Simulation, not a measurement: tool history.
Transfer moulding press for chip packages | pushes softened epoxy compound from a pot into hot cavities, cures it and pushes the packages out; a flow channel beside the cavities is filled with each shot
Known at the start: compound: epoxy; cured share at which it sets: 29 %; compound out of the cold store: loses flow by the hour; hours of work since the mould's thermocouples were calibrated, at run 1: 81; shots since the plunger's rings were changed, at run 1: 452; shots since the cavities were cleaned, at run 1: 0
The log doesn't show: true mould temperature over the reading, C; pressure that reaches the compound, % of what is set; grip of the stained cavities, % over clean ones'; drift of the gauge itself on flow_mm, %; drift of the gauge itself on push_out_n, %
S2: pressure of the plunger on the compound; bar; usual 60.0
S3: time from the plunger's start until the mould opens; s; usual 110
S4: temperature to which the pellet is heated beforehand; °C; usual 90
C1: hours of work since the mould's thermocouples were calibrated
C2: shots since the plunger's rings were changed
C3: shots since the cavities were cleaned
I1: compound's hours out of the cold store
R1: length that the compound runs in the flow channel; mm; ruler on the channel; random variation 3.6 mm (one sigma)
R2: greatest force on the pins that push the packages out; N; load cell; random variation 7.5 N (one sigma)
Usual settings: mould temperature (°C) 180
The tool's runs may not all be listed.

Run 1, hour 0.0: usual settings; C1 81; C2 452; C3 0; I1 46.7. Result: R1 695 mm, R2 300 N.
Run 2, hour 19.2: usual settings; C1 89; C2 605; C3 153; I1 18.4. Result: R1 773 mm, R2 314 N.
Run 3, hour 35.3: usual settings; C1 96; C2 733; C3 281; I1 25.0. Result: R1 745 mm, R2 313 N.
Run 4, hour 49.8: usual settings; C1 103; C2 848; C3 396; I1 38.0. Result: R1 718 mm, R2 327 N.
Run 5, hour 65.5: usual settings; C1 110; C2 973; C3 521; I1 41.6. Result: R1 705 mm, R2 319 N.
Run 6, hour 83.0: usual settings; C1 117; C2 1113; C3 661; I1 27.0. Result: R1 752 mm, R2 322 N.
At hour 86.0: cavities cleaned with cleaning compound and waxed.
Run 7, hour 100.9: usual settings; C1 124; C2 1243; C3 119; I1 12.7. Result: R1 784 mm, R2 307 N.
Run 8, hour 117.9: usual settings but mould temperature (°C) 183; C1 132; C2 1378; C3 254; I1 42.7. Result: R1 698 mm, R2 306 N.
Run 9, hour 137.1: usual settings; C1 140; C2 1531; C3 407; I1 8.5. Result: R1 805 mm, R2 329 N.
Run 10, hour 151.8: usual settings but mould temperature (°C) 179; C1 146; C2 1648; C3 524; I1 40.8. Result: R1 713 mm, R2 323 N.
Run 11, hour 161.3: usual settings but mould temperature (°C) 179; C1 151; C2 1723; C3 599; I1 40.5. Result: R1 714 mm, R2 319 N.
At hour 172.8: cavities cleaned with cleaning compound and waxed.
Run 12, hour 173.5: usual settings but mould temperature (°C) 179; C1 155; C2 1809; C3 6; I1 40.4. Result: R1 714 mm, R2 325 N.
Run 13, hour 188.6: usual settings but mould temperature (°C) 179; C1 162; C2 1929; C3 126; I1 19.9. Result: R1 765 mm, R2 334 N.
Run 14, hour 201.0: usual settings but mould temperature (°C) 179; C1 167; C2 2027; C3 224; I1 10.1. Result: R1 800 mm, R2 327 N.
Run 15, hour 220.8: usual settings but S4 98 °C; C1 176; C2 2184; C3 381; I1 43.9. Result: R1 700 mm, R2 316 N.
Run 16, hour 236.6: usual settings but mould temperature (°C) 179, S2 55.6 bar; C1 183; C2 2310; C3 507; I1 25.3. Result: R1 733 mm, R2 334 N.
Run 17, hour 254.8: usual settings but mould temperature (°C) 187, S2 55.6 bar, S4 81 °C; C1 191; C2 2455; C3 652; I1 40.9. Result: R1 668 mm, R2 284 N.
At hour 259.4: cavities cleaned with cleaning compound and waxed.
Run 18, hour 267.0: usual settings but mould temperature (°C) 187, S2 55.6 bar, S4 81 °C; C1 195; C2 2540; C3 60; I1 32.7. Result: R1 688 mm, R2 293 N.
Run 19, hour 276.2: usual settings but mould temperature (°C) 187, S2 55.6 bar, S4 81 °C; C1 199; C2 2613; C3 133; I1 20.6. Result: R1 716 mm, R2 284 N.
Run 20, hour 288.5: usual settings but mould temperature (°C) 187, S2 55.6 bar, S4 81 °C; C1 205; C2 2711; C3 231; I1 26.1. Result: R1 702 mm, R2 295 N.
Run 21, hour 298.6: usual settings but mould temperature (°C) 174, S2 60.8 bar; C1 209; C2 2792; C3 312; I1 9.1. Result: R1 826 mm, R2 408 N.
Run 22, hour 313.3: usual settings but S2 64.1 bar; C1 215; C2 2908; C3 428; I1 17.1. Result: R1 806 mm, R2 313 N.
Run 23, hour 330.1: usual settings but S2 64.1 bar; C1 223; C2 3042; C3 562; I1 22.2. Result: R1 786 mm, R2 308 N.
Run 24, hour 341.6: usual settings but S2 64.1 bar; C1 228; C2 3133; C3 653; I1 33.8. Result: R1 750 mm, R2 311 N.
At hour 344.8: cavities cleaned with cleaning compound and waxed.
Run 25, hour 356.1: usual settings but mould temperature (°C) 184, S3 134 s; C1 233; C2 3237; C3 90; I1 43.1. Result: R1 695 mm, R2 303 N.
Run 26, hour 366.2: usual settings but mould temperature (°C) 186, S3 134 s, S4 80 °C; C1 238; C2 3318; C3 171; I1 15.4. Result: R1 762 mm, R2 300 N.
Run 27, hour 375.4: usual settings but mould temperature (°C) 186, S3 134 s, S4 80 °C; C1 242; C2 3391; C3 244; I1 27.5. Result: R1 732 mm, R2 302 N.
Run 28, hour 391.7: usual settings but S2 47.6 bar, S4 81 °C; C1 249; C2 3520; C3 373; I1 13.1. Result: R1 700 mm, R2 328 N.
Run 29, hour 403.6: usual settings but mould temperature (°C) 179; C1 254; C2 3615; C3 468; I1 15.6. Result: R1 783 mm, R2 323 N.

How the hidden state differs across the entries between the runs, from the last listed run before each to the first after it:
Between runs 6 and 7: cavities cleaned with cleaning compound and waxed (hour 86.0)
  pressure that reaches the compound, % of what is set: 99.95 -> 99.94; grip of the stained cavities, % over clean ones': 1.1 -> 0.4
Between runs 11 and 12: cavities cleaned with cleaning compound and waxed (hour 172.8)
  pressure that reaches the compound, % of what is set: 99.92 -> 99.91; grip of the stained cavities, % over clean ones': 1 -> 0
Between runs 17 and 18: cavities cleaned with cleaning compound and waxed (hour 259.4)
  grip of the stained cavities, % over clean ones': 1.1 -> 0.2
Between runs 24 and 25: cavities cleaned with cleaning compound and waxed (hour 344.8)
  pressure that reaches the compound, % of what is set: 99.85 -> 99.84; grip of the stained cavities, % over clean ones': 1.1 -> 0.3
